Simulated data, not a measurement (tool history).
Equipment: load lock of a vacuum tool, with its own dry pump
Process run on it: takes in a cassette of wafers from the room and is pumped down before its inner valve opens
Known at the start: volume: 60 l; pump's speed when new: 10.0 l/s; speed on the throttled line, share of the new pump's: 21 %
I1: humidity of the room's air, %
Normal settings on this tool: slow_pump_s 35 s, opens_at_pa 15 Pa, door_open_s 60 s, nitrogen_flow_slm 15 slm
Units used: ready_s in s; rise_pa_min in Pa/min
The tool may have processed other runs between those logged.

{"run": 1, "hour": 0.0, "slow_pump_s": 35, "opens_at_pa": 15, "door_open_s": 60, "nitrogen_flow_slm": 15, "I1": 44.5, "ready_s": 84.9, "rise_pa_min": 0.28}
{"run": 2, "hour": 362.0, "slow_pump_s": 35, "opens_at_pa": 15, "door_open_s": 60, "nitrogen_flow_slm": 15, "I1": 44.8, "ready_s": 83.8, "rise_pa_min": 0.298}
{"run": 3, "hour": 748.4, "slow_pump_s": 35, "opens_at_pa": 15, "door_open_s": 60, "nitrogen_flow_slm": 5, "I1": 44, "ready_s": 85.4, "rise_pa_min": 0.336}
{"run": 4, "hour": 1077.9, "slow_pump_s": 35, "opens_at_pa": 15, "door_open_s": 60, "nitrogen_flow_slm": 7, "I1": 47.5, "ready_s": 84.5, "rise_pa_min": 0.348}
{"run": 5, "hour": 1352.8, "slow_pump_s": 35, "opens_at_pa": 15, "door_open_s": 60, "nitrogen_flow_slm": 7, "I1": 44.2, "ready_s": 86.1, "rise_pa_min": 0.356}
{"run": 6, "hour": 1817.6, "slow_pump_s": 35, "opens_at_pa": 15, "door_open_s": 60, "nitrogen_flow_slm": 7, "I1": 43.4, "ready_s": 86.4, "rise_pa_min": 0.378}
{"run": 7, "hour": 2272.4, "slow_pump_s": 35, "opens_at_pa": 15, "door_open_s": 60, "nitrogen_flow_slm": 7, "I1": 42.5, "ready_s": 86.2, "rise_pa_min": 0.412}
{"run": 8, "hour": 2908.9, "slow_pump_s": 35, "opens_at_pa": 15, "door_open_s": 39, "nitrogen_flow_slm": 15, "I1": 46.5, "ready_s": 88.3, "rise_pa_min": 0.438}
{"run": 9, "hour": 3347.9, "slow_pump_s": 35, "opens_at_pa": 15, "door_open_s": 99, "nitrogen_flow_slm": 15, "I1": 44.4, "ready_s": 88, "rise_pa_min": 0.471}
{"run": 10, "hour": 3846.8, "slow_pump_s": 35, "opens_at_pa": 15, "door_open_s": 60, "nitrogen_flow_slm": 15, "I1": 45.4, "ready_s": 89.6, "rise_pa_min": 0.498}
{"run": 11, "hour": 4418.4, "slow_pump_s": 35, "opens_at_pa": 15, "door_open_s": 60, "nitrogen_flow_slm": 15, "I1": 43.7, "ready_s": 89.7, "rise_pa_min": 0.541}
{"run": 12, "hour": 4903.7, "slow_pump_s": 35, "opens_at_pa": 15, "door_open_s": 60, "nitrogen_flow_slm": 15, "I1": 45.2, "ready_s": 90.2, "rise_pa_min": 0.565}
{"run": 13, "hour": 5164.5, "slow_pump_s": 35, "opens_at_pa": 15, "door_open_s": 60, "nitrogen_flow_slm": 15, "I1": 44.7, "ready_s": 90.9, "rise_pa_min": 0.588}
{"run": 14, "hour": 5464.2, "slow_pump_s": 35, "opens_at_pa": 15, "door_open_s": 60, "nitrogen_flow_slm": 15, "I1": 48.5, "ready_s": 89.6, "rise_pa_min": 0.606}
{"run": 15, "hour": 5889.0, "slow_pump_s": 35, "opens_at_pa": 15, "door_open_s": 60, "nitrogen_flow_slm": 15, "I1": 41.2, "ready_s": 90.8, "rise_pa_min": 0.646}
{"run": 16, "hour": 6477.5, "slow_pump_s": 53, "opens_at_pa": 28, "door_open_s": 60, "nitrogen_flow_slm": 13, "I1": 43, "ready_s": 99.4, "rise_pa_min": 0.673}
{"run": 17, "hour": 6869.4, "slow_pump_s": 38, "opens_at_pa": 16, "door_open_s": 60, "nitrogen_flow_slm": 13, "I1": 44.9, "ready_s": 95.3, "rise_pa_min": 0.712}
{"hour": 6914.3, "done": "door's seal changed, seat wiped"}
{"run": 18, "hour": 7311.0, "slow_pump_s": 29, "opens_at_pa": 12, "door_open_s": 74, "nitrogen_flow_slm": 40, "I1": 44.7, "ready_s": 92.1, "rise_pa_min": 0.018}
{"run": 19, "hour": 7860.2, "slow_pump_s": 68, "opens_at_pa": 13, "door_open_s": 74, "nitrogen_flow_slm": 12, "I1": 43.7, "ready_s": 119.2, "rise_pa_min": 0.04}
{"run": 20, "hour": 8483.1, "slow_pump_s": 57, "opens_at_pa": 16, "door_open_s": 60, "nitrogen_flow_slm": 28, "I1": 43.6, "ready_s": 110.8, "rise_pa_min": 0.04}
{"hour": 8599.6, "done": "dry pump taken out, an overhauled one fitted"}
{"run": 21, "hour": 8778.5, "slow_pump_s": 57, "opens_at_pa": 16, "door_open_s": 60, "nitrogen_flow_slm": 7, "I1": 41.3, "ready_s": 99.3, "rise_pa_min": 0.059}
{"run": 22, "hour": 9411.9, "slow_pump_s": 32, "opens_at_pa": 30, "door_open_s": 195, "nitrogen_flow_slm": 8, "I1": 42.6, "ready_s": 74.7, "rise_pa_min": 0.102}
{"run": 23, "hour": 9703.2, "slow_pump_s": 22, "opens_at_pa": 14, "door_open_s": 200, "nitrogen_flow_slm": 14, "I1": 46.7, "ready_s": 72, "rise_pa_min": 0.105}
{"run": 24, "hour": 10227.7, "slow_pump_s": 63, "opens_at_pa": 14, "door_open_s": 200, "nitrogen_flow_slm": 37, "I1": 45.7, "ready_s": 104.7, "rise_pa_min": 0.097}
{"run": 25, "hour": 10724.3, "slow_pump_s": 52, "opens_at_pa": 15, "door_open_s": 49, "nitrogen_flow_slm": 15, "I1": 43.7, "ready_s": 97.7, "rise_pa_min": 0.097}
{"run": 26, "hour": 11025.4, "slow_pump_s": 52, "opens_at_pa": 15, "door_open_s": 49, "nitrogen_flow_slm": 15, "I1": 46.9, "ready_s": 96.5, "rise_pa_min": 0.114}
{"run": 27, "hour": 11623.0, "slow_pump_s": 27, "opens_at_pa": 12, "door_open_s": 171, "nitrogen_flow_slm": 5, "I1": 45.3, "ready_s": 80, "rise_pa_min": 0.168}
{"run": 28, "hour": 12259.7, "slow_pump_s": 45, "opens_at_pa": 12, "door_open_s": 171, "nitrogen_flow_slm": 5, "I1": 46.4, "ready_s": 94.4, "rise_pa_min": 0.187}

Branching from run 28: 5 alternative next runs. What would each branch give?
{"run": "A", "hour": 12797.8, "slow_pump_s": 45, "opens_at_pa": 11, "door_open_s": 30, "nitrogen_flow_slm": 5, "I1": 43.2, "ready_s": "?", "rise_pa_min": "?"}
{"run": "B", "hour": 12797.8, "slow_pump_s": 45, "opens_at_pa": 26, "door_open_s": 171, "nitrogen_flow_slm": 5, "I1": 42.8, "ready_s": "?", "rise_pa_min": "?"}
{"run": "C", "hour": 12797.8, "slow_pump_s": 35, "opens_at_pa": 18, "door_open_s": 60, "nitrogen_flow_slm": 15, "I1": 44, "ready_s": "?", "rise_pa_min": "?"}
{"run": "D", "hour": 12797.8, "slow_pump_s": 35, "opens_at_pa": 15, "door_open_s": 60, "nitrogen_flow_slm": 25, "I1": 43.7, "ready_s": "?", "rise_pa_min": "?"}
{"run": "E", "hour": 12797.8, "slow_pump_s": 45, "opens_at_pa": 11, "door_open_s": 171, "nitrogen_flow_slm": 38, "I1": 47.5, "ready_s": "?", "rise_pa_min": "?"}

run=A ready_s=96.4 rise_pa_min=0.168
run=B ready_s=89.6 rise_pa_min=0.208
run=C ready_s=83.8 rise_pa_min=0.172
run=D ready_s=85.2 rise_pa_min=0.167
run=E ready_s=95.4 rise_pa_min=0.177
Without the tool's unlogged condition, the same runs would have read:
run=A ready_s=91.8 rise_pa_min=0.018
run=B ready_s=85.7 rise_pa_min=0.057
run=C ready_s=79.5 rise_pa_min=0.022
run=D ready_s=80.7 rise_pa_min=0.018
run=E ready_s=90.9 rise_pa_min=0.028
